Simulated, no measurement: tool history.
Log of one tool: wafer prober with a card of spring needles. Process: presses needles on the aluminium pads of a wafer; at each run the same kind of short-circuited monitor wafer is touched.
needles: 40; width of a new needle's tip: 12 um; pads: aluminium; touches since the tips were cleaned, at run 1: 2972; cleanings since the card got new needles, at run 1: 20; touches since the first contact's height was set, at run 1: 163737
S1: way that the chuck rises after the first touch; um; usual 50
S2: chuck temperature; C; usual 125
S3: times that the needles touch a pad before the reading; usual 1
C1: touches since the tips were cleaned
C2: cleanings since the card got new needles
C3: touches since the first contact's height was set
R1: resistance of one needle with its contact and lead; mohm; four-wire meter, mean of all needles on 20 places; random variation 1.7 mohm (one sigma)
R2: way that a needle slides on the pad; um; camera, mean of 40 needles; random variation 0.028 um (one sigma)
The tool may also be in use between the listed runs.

run   hour  S1   S2  S3    C1  C2      C3   R1     R2
  1    0.0  50  125   1  2972  20  163737  211  12.15
       8.0  -- tips cleaned on abrasive film
      20.8  -- tips cleaned on abrasive film
  2   28.4  50  125   1  4206  22  179498  217  12.10
      33.6  -- tips cleaned on abrasive film
      47.6  -- tips cleaned on abrasive film
  3   52.2  50  125   1  2560  24  192718  206  12.05
      61.7  -- tips cleaned on abrasive film
      75.6  -- tips cleaned on abrasive film
  4   84.1  50  125   1  4750  26  210466  221  11.99
      88.9  -- tips cleaned on abrasive film
      95.1  -- height of the first contact set anew
     103.9  -- tips cleaned on abrasive film
  5  104.4  50  125   1   234  28    5111  176  12.45
     116.1  -- tips cleaned on abrasive film
  6  120.9  50  125   1  2704  29   14329  209  12.44
     130.4  -- tips cleaned on abrasive film
     142.7  -- tips cleaned on abrasive film
  7  154.4  50  125   1  6575  31   32975  232  12.48
     157.0  -- tips cleaned on abrasive film
     169.6  -- tips cleaned on abrasive film
  8  171.1  50  125   1   809  33   42163  188  12.43
     182.1  -- tips cleaned on abrasive film
  9  190.6  50  125   1  4757  34   53037  226  12.33
     194.8  -- tips cleaned on abrasive film
     207.4  -- tips cleaned on abrasive film
 10  207.4  50  125   1     0  36   62332  175  12.36
     220.9  -- tips cleaned on abrasive film
 11  225.9  50  125   1  2824  37   72661  202  12.31
     235.2  -- tips cleaned on abrasive film
 12  240.9  50  125   1  3191  38   80960  213  12.22
     249.2  -- tips cleaned on abrasive film
     263.0  -- tips cleaned on abrasive film
 13  266.4  50  125   1  1927  40   95162  201  12.24
     275.8  -- tips cleaned on abrasive film
     289.3  -- tips cleaned on abrasive film
 14  296.7  39  125   2  4150  42  112006  219   9.45
     301.7  -- tips cleaned on abrasive film
     314.9  -- tips cleaned on abrasive film
 15  315.6  50   89   2   397  44  122446  169  12.17
     329.1  -- tips cleaned on abrasive film
     341.5  -- tips cleaned on abrasive film
 16  350.5  50  125   1  5028  46  141857  228  12.11
     354.8  -- tips cleaned on abrasive film
     368.1  -- tips cleaned on abrasive film
 17  374.4  64  125   2  3514  48  155128  186  15.59
     382.8  -- tips cleaned on abrasive film
     396.8  -- tips cleaned on abrasive film
 18  403.1  33   35   1  3530  50  171109  275   7.80
     410.8  -- tips cleaned on abrasive film
     422.9  -- tips cleaned on abrasive film
 19  422.9  45   36   1     0  52  182096  160  10.76
     436.4  -- tips cleaned on abrasive film
 20  442.2  49   66   2  3207  53  192791  195  11.66
     449.1  -- tips cleaned on abrasive film
     463.0  -- tips cleaned on abrasive film
 21  464.6  34   66   2   885  55  205223  192   7.91
     475.6  -- tips cleaned on abrasive film
     483.8  -- height of the first contact set anew
 22  483.8  31  106   3  4400  56       0  219   7.78
     490.1  -- tips cleaned on abrasive film
     503.5  -- tips cleaned on abrasive film
 23  504.0  61  103   2   309  58   11227  166  15.23
     516.0  -- tips cleaned on abrasive film
 24  520.8  50   81   2  2643  59   20536  184  12.42
     528.4  -- tips cleaned on abrasive film
     541.0  -- tips cleaned on abrasive film
 25  550.0  50   81   2  5047  61   36787  199  12.39
     554.5  -- tips cleaned on abrasive film
     569.1  -- tips cleaned on abrasive film
 26  569.1  50   81   2     0  63   47361  162  12.35

Forecast each of these 3 alternatives for the next run:
     582.3  -- tips cleaned on abrasive film
     595.6  -- tips cleaned on abrasive film
  A  595.9  42  125   1  187  65  62262   ?   ?
     582.3  -- tips cleaned on abrasive film
     595.6  -- tips cleaned on abrasive film
  B  595.9  48   81   2  187  65  62262   ?   ?
     582.3  -- tips cleaned on abrasive film
     595.6  -- tips cleaned on abrasive film
  C  595.9  50   26   1  187  65  62262   ?   ?

run   R1     R2
  A  180  10.31
  B  170  11.83
  C  161  12.36
Without the tool's hidden state the same runs would have given:
run   R1     R2
  A  168  10.49
  B  163  12.01
  C  151  12.54

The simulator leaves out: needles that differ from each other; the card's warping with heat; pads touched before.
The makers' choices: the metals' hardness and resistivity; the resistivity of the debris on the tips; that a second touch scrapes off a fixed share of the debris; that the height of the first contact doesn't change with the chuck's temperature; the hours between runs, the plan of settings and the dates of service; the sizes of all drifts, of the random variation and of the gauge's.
